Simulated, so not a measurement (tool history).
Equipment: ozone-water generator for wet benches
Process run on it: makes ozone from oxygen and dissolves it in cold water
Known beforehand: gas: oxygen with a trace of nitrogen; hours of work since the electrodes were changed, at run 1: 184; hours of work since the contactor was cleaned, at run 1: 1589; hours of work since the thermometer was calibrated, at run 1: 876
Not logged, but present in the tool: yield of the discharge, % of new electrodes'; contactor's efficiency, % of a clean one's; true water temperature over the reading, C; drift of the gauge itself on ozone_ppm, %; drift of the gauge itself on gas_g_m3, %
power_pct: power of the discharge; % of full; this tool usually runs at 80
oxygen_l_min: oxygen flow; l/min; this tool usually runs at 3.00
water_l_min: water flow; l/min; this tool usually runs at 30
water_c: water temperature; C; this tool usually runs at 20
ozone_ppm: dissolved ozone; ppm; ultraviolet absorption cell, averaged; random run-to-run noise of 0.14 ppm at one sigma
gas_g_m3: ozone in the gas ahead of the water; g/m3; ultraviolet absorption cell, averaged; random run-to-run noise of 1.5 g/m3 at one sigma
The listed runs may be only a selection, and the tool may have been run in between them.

| run | hour | power_pct | oxygen_l_min | water_l_min | water_c | hours of work since the electrodes were changed | hours of work since the contactor was cleaned | hours of work since the thermometer was calibrated | ozone_ppm | gas_g_m3 |
|---|---|---|---|---|---|---|---|---|---|---|
| 1 | 0.0 | 80 | 3.00 | 30 | 20 | 184 | 1589 | 876 | 16.0 | 270.1 |
| 2 | 67.4 | 80 | 3.00 | 33 | 20 | 233 | 1638 | 925 | 14.5 | 268.2 |
| 3 | 102.0 | 80 | 3.00 | 33 | 20 | 258 | 1663 | 950 | 14.5 | 269.5 |
| 4 | 132.6 | 80 | 3.00 | 33 | 20 | 280 | 1686 | 973 | 14.6 | 269.9 |
| 5 | 170.9 | 80 | 3.00 | 19 | 20 | 308 | 1714 | 1000 | 23.9 | 269.0 |
| 6 | 238.8 | 86 | 3.00 | 30 | 20 | 357 | 1763 | 1050 | 16.9 | 284.5 |
| 7 | 277.7 | 80 | 3.00 | 30 | 14 | 385 | 1791 | 1078 | 16.6 | 268.7 |
| 8 | 348.3 | 80 | 3.00 | 30 | 20 | 437 | 1842 | 1129 | 15.8 | 264.5 |
| 9 | 396.4 | 80 | 3.00 | 30 | 20 | 472 | 1877 | 1164 | 15.3 | 262.5 |
| 10 | 452.6 | 80 | 3.00 | 30 | 20 | 512 | 1918 | 1205 | 15.7 | 263.7 |
| 11 | 483.4 | 57 | 3.00 | 30 | 20 | 535 | 1941 | 1228 | 11.8 | 201.5 |
| 12 | 513.5 | 57 | 3.00 | 30 | 20 | 557 | 1962 | 1249 | 12.0 | 202.0 |
| 13 | 579.3 | 80 | 3.00 | 30 | 20 | 604 | 2010 | 1297 | 15.6 | 260.3 |
| 14 | 639.6 | 80 | 3.00 | 30 | 20 | 648 | 2054 | 1341 | 15.3 | 264.2 |
| 15 | 694.5 | 41 | 3.00 | 40 | 14 | 688 | 2094 | 1381 | 6.8 | 152.0 |
|  | 698.3 | water thermometer calibrated |
| 16 | 739.4 | 95 | 4.86 | 40 | 25 | 720 | 2126 | 30 | 15.2 | 253.0 |
| 17 | 806.5 | 45 | 3.00 | 30 | 25 | 769 | 2175 | 79 | 9.2 | 164.2 |
| 18 | 845.4 | 45 | 2.03 | 30 | 13 | 797 | 2203 | 107 | 8.2 | 186.4 |
| 19 | 875.0 | 57 | 5.39 | 45 | 20 | 819 | 2225 | 128 | 9.8 | 160.6 |
| 20 | 938.9 | 60 | 3.00 | 35 | 20 | 865 | 2271 | 175 | 10.1 | 202.8 |
| 21 | 978.3 | 59 | 2.49 | 20 | 22 | 894 | 2300 | 203 | 15.5 | 215.1 |
| 22 | 1037.8 | 43 | 1.78 | 19 | 19 | 937 | 2343 | 247 | 11.3 | 187.9 |
|  | 1077.9 | water thermometer calibrated, once more |
| 23 | 1099.4 | 43 | 1.89 | 19 | 19 | 982 | 2387 | 16 | 11.6 | 182.7 |
| 24 | 1156.8 | 43 | 1.89 | 19 | 19 | 1023 | 2429 | 57 | 11.7 | 180.1 |
| 25 | 1206.1 | 43 | 1.89 | 39 | 24 | 1059 | 2465 | 93 | 5.7 | 183.3 |
| 26 | 1239.3 | 78 | 1.89 | 39 | 24 | 1083 | 2489 | 117 | 8.5 | 290.6 |
| 27 | 1303.3 | 78 | 1.89 | 39 | 24 | 1130 | 2536 | 164 | 8.5 | 289.2 |

Below are 5 alternative next runs, each starting from the tool's condition after run 27. Predict each:
| A | 1358.6 | 92 | 3.00 | 18 | 24 | 1170 | 2576 | 204 | ? | ? |
| B | 1358.6 | 80 | 3.00 | 25 | 19 | 1170 | 2576 | 204 | ? | ? |
| C | 1358.6 | 86 | 1.89 | 20 | 16 | 1170 | 2576 | 204 | ? | ? |
| D | 1358.6 | 78 | 3.73 | 38 | 16 | 1170 | 2576 | 204 | ? | ? |
| E | 1358.6 | 80 | 3.00 | 28 | 14 | 1170 | 2576 | 204 | ? | ? |

| run | ozone_ppm | gas_g_m3 |
|---|---|---|
| A | 24.6 | 281.6 |
| B | 17.4 | 254.4 |
| C | 19.4 | 315.6 |
| D | 12.6 | 230.9 |
| E | 16.4 | 254.6 |
Had the tool no hidden state, the same runs would have come out as:
| run | ozone_ppm | gas_g_m3 |
|---|---|---|
| A | 28.2 | 308.8 |
| B | 20.0 | 276.6 |
| C | 22.2 | 344.5 |
| D | 14.7 | 250.6 |
| E | 19.0 | 276.8 |

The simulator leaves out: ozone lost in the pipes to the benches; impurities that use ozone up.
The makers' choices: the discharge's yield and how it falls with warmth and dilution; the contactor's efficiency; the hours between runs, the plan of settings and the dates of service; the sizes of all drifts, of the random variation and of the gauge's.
